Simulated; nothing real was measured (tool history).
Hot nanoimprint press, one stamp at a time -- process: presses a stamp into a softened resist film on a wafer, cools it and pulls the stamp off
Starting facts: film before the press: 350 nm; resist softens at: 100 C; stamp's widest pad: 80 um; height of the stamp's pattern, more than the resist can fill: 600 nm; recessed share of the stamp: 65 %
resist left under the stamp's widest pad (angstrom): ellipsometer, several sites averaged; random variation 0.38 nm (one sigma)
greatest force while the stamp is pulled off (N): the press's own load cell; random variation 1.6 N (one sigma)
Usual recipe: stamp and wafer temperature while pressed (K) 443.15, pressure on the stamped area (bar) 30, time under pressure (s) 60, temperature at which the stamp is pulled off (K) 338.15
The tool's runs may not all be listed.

run	hour	stamp and wafer temperature while pressed (K)	pressure on the stamped area (bar)	time under pressure (s)	temperature at which the stamp is pulled off (K)	resist left under the stamp's widest pad (angstrom)	greatest force while the stamp is pulled off (N)
1	0	443.15	30	60	338.15	1341	179
2	36.2	443.15	30	60	338.15	1331	179
# hour 60.4: plate thermocouple calibrated
3	77	443.15	30	60	338.15	1338	181
# hour 115.8: stamp cleaned and given a new release coat
4	148.8	443.15	30	60	338.15	1339	178
5	201.2	443.15	30	60	338.15	1338	176
6	245.6	443.15	30	60	338.15	1335	178
7	274.2	443.15	30	112	338.15	1033	178
8	322.8	443.15	30	60	343.15	1338	171
9	352.3	443.15	30	60	343.15	1337	171
10	381.4	443.15	30	60	343.15	1345	169
# hour 401.6: stamp cleaned and given a new release coat
11	419.6	443.15	30	60	343.15	1330	170
12	466.3	436.15	30	60	338.15	1750	177
13	534	443.15	30	60	323.15	1340	200
14	599.1	443.15	30	60	323.15	1329	202
15	646.8	443.15	37	62	328.15	1194	193
# hour 674.4: plate thermocouple calibrated
# hour 689: stamp cleaned and given a new release coat
16	689	433.15	20.3	36	342.15	2558	172

Run 17 comes next. What will it give?
17	724.5	433.15	20.3	36	342.15	?	?

{"run 17": {"resist left under the stamp's widest pad (angstrom)": 2576, "greatest force while the stamp is pulled off (N)": 172}}
Minus the tool's unlogged condition, the same run would have read resist left under the stamp's widest pad (angstrom) 2574, greatest force while the stamp is pulled off (N) 172.
